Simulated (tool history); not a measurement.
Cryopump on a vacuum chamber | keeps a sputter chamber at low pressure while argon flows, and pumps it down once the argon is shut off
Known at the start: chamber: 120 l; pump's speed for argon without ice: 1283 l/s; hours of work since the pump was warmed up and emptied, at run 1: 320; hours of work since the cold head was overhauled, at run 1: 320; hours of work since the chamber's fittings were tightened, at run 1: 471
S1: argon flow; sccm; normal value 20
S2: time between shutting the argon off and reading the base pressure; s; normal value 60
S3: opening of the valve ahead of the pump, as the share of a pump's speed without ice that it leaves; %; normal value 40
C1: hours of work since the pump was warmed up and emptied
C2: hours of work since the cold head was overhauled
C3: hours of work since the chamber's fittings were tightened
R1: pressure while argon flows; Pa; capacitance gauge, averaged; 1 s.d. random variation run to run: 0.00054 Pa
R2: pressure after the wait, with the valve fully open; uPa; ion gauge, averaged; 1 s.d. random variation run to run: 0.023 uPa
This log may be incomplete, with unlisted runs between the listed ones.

run	day	S1	S2	S3	C1	C2	C3	R1	R2
1	0	20	60	40	320	320	471	0.0667	1
2	1.288	20	60	40	341	341	491	0.0673	1.03
3	2.617	14	60	40	362	362	513	0.048	1.07
4	3.479	20	60	40	376	376	526	0.0679	1.04
5	4.112	20	60	40	386	386	537	0.0684	1.09
6	4.662	20	60	29	395	395	545	0.0939	1.04
7	5.492	20	60	29	408	408	559	0.0931	1.07
8	6.783	20	60	29	429	429	579	0.0929	1.11
9	7.375	20	60	29	438	438	589	0.093	1.09
10	8.433	20	60	40	455	455	606	0.0678	1.13
11	9.296	20	85	40	469	469	620	0.0687	0.98
12	9.867	20	85	40	478	478	629	0.0682	0.98
13	10.746	36	60	40	492	492	643	0.1242	1.17
14	12.008	16	60	40	513	513	663	0.0556	1.17
15	12.888	16	60	40	527	527	677	0.0552	1.2
16	14.1	20	60	40	546	546	697	0.0695	1.19
17	15.175	20	60	40	563	563	714	0.0702	1.2
18	16.233	20	60	24	580	580	731	0.1137	1.27
19	17.275	10	60	54	597	597	748	0.0263	1.21
20	18.192	10	60	54	612	612	762	0.0259	1.24
21	18.875	10	60	54	623	623	773	0.0266	1.21
22	20.1	10	60	54	642	642	793	0.0262	1.22
23	21.242	10	60	54	661	661	811	0.0263	1.3
24	22.225	10	120	21	676	676	827	0.0643	1.08
25	23.067	10	120	21	690	690	840	0.0645	1.11
26	23.971	10	120	21	704	704	855	0.0643	1.07
27	24.571	10	120	21	714	714	865	0.0645	1.11
28	25.225	20	60	30	725	725	875	0.0909	1.31
29	26.579	20	57	25	746	746	897	0.1103	1.39
30	27.321	20	57	25	758	758	909	0.1094	1.41
31	28.354	17	279	40	775	775	925	0.0602	1.06
32	29.308	18	184	39	790	790	941	0.0656	1.07
33	30.183	14	141	38	804	804	955	0.0518	1.14

Alternative continuations, all from the tool just after run 33; predict every row:
A	31.208	22	70	38	820	820	971	?	?
B	31.208	20	60	25	820	820	971	?	?
C	31.208	20	60	27	820	820	971	?	?
D	31.208	38	136	37	820	820	971	?	?

run	R1	R2
A	0.0812	1.34
B	0.1103	1.37
C	0.1019	1.43
D	0.1442	1.19
Take away the tool's hidden state, keep each run's random variation, and the runs would have read:
run	R1	R2
A	0.0761	0.63
B	0.1057	0.68
C	0.0973	0.72
D	0.1354	0.46
